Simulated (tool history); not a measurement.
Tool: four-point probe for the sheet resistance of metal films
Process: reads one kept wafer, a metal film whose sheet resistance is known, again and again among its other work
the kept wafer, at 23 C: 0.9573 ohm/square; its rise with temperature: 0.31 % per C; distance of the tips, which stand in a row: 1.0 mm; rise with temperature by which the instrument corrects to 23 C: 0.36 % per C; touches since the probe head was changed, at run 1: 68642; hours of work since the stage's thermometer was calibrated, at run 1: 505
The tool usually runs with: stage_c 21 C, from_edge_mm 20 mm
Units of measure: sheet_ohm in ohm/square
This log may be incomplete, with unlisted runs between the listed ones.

run    hour  stage_c  from_edge_mm  touches since the probe head was changed  hours of work since the stage's thermometer was calibrated  sheet_ohm
  1     0.0       21            20                                     68642                                                         505   0.966822
  2    46.1       21             3                                     71065                                                         534   1.019809
  3   124.7       21            15                                     75192                                                         584   0.967696
  4   194.0       21            15                                     78835                                                         629   0.968248
  5   256.6       21            15                                     82127                                                         669   0.968363
  6   329.5       21            20                                     85957                                                         715   0.967169
  7   364.9       29            20                                     87817                                                         738   0.963744
  8   421.1       21             9                                     90766                                                         773   0.972151
  9   457.4       21             9                                     92675                                                         797   0.972537
 10   512.0       21             9                                     95544                                                         831   0.972930
 11   577.2       23             9                                     98970                                                         873   0.972014
 12   654.1       30             9                                    103009                                                         922   0.969442
 13   706.1       26            20                                    105745                                                         955   0.965878
 14   750.4       26            20                                    108072                                                         983   0.965694
 15   812.1       21            45                                    111312                                                        1023   0.967294
 16   863.5       25            52                                    114015                                                        1055   0.965407
 17   945.2       25            52                                    118307                                                        1108   0.965687
 18   981.9       25            52                                    120236                                                        1131   0.965871
 19  1046.9       31            16                                    123652                                                        1172   0.964674
 20  1120.4       23            20                                    127510                                                        1219   0.968226
     1126.3  -- stage's thermometer calibrated
 21  1181.5       23            20                                    130697                                                          35   0.967913
 22  1231.4       22             5                                    133319                                                          67   0.987694
 23  1312.3       26            20                                    137569                                                         119   0.966423
 24  1362.9       19            19                                    140229                                                         151   0.970311
 25  1418.4       19            19                                    143145                                                         186   0.970348
 26  1479.4       19            10                                    146346                                                         225   0.974297
 27  1519.8       20            22                                    148470                                                         251   0.969604
 28  1573.7       22            21                                    151304                                                         285   0.969365

Predict each of these 3 candidate next runs independently; none follows another, all start after run 28:
     1592.1  -- stage's thermometer calibrated, once more
  A  1650.8       32            25                                    155327                                                          37          ?
     1592.1  -- stage's thermometer calibrated, once more
  B  1650.8       30            23                                    155327                                                          37          ?
     1592.1  -- stage's thermometer calibrated, once more
  C  1650.8       27             3                                    155327                                                          37          ?

run  sheet_ohm
  A   0.965599
  B   0.966499
  C   1.021195
With no hidden state in the tool, these same runs would have given:
run  sheet_ohm
  A   0.954128
  B   0.955018
  C   1.009119

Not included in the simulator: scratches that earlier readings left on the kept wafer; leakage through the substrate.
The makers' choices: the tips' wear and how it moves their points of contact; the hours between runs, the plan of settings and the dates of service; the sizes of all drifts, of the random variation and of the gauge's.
